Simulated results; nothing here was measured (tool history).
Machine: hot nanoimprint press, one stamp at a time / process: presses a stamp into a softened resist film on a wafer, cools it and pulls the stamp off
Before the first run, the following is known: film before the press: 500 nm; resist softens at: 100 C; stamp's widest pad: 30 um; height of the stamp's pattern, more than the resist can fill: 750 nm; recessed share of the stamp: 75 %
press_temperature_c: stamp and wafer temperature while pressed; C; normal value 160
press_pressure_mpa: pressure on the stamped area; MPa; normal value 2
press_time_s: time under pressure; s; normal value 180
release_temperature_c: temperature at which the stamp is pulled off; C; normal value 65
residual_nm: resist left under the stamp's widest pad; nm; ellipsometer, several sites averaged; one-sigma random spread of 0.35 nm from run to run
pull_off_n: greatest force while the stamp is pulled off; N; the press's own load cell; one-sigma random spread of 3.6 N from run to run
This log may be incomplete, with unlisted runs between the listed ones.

| run | hour | press_temperature_c | press_pressure_mpa | press_time_s | release_temperature_c | residual_nm | pull_off_n |
|---|---|---|---|---|---|---|---|
| 1 | 0 | 160 | 2 | 180 | 65 | 187.7 | 229 |
| 2 | 39.8 | 160 | 2 | 180 | 65 | 188.6 | 234 |
|  | 66.3 | stamp cleaned and given a new release coat |
| 3 | 90.2 | 160 | 2 | 180 | 65 | 189.1 | 182 |
| 4 | 114.4 | 161 | 2 | 180 | 65 | 182.8 | 188 |
| 5 | 139.4 | 161 | 2 | 180 | 65 | 184.1 | 187 |
|  | 169.3 | plate thermocouple calibrated |
| 6 | 177 | 169 | 2 | 180 | 65 | 143.1 | 188 |
| 7 | 214.6 | 160 | 2 | 180 | 56 | 185.3 | 229 |
| 8 | 247.7 | 160 | 2 | 180 | 65 | 185.7 | 203 |
| 9 | 286.6 | 160 | 2 | 180 | 65 | 185.6 | 221 |
| 10 | 320 | 160 | 2 | 180 | 65 | 186.3 | 220 |
| 11 | 341.2 | 160 | 2 | 180 | 65 | 186.2 | 226 |
| 12 | 383.6 | 160 | 2 | 180 | 65 | 187.5 | 229 |
|  | 412.9 | stamp cleaned and given a new release coat |
| 13 | 424.3 | 160 | 2 | 180 | 65 | 188.4 | 175 |
| 14 | 468.3 | 160 | 2 | 180 | 59 | 188.4 | 194 |
| 15 | 512.2 | 160 | 2 | 180 | 58 | 188.3 | 210 |
|  | 532 | plate thermocouple calibrated |
| 16 | 538.1 | 160 | 2 | 180 | 58 | 187 | 210 |
|  | 549 | press's hydraulic seals changed and the load cell set to zero |
| 17 | 591.5 | 149 | 2 | 103 | 64 | 305.6 | 201 |
| 18 | 620.8 | 160 | 2 | 103 | 64 | 222 | 209 |
| 19 | 669.1 | 151 | 2.04 | 256 | 64 | 216.3 | 227 |
| 20 | 698.2 | 151 | 2.04 | 256 | 64 | 216 | 224 |
| 21 | 725.3 | 161 | 2 | 114 | 68 | 210.4 | 223 |
| 22 | 755.5 | 160 | 2 | 164 | 50 | 191.4 | 273 |

Predict the results of run 23:
|  | 767.6 | stamp cleaned and given a new release coat |
| 23 | 808.9 | 160 | 1.85 | 158 | 50 | ? | ? |

For run 23 the tool returned residual_nm 204.1 nm, pull_off_n 207 N.
The same run, on a tool lacking any hidden state, would have yielded residual_nm 201.5 nm, pull_off_n 197 N.
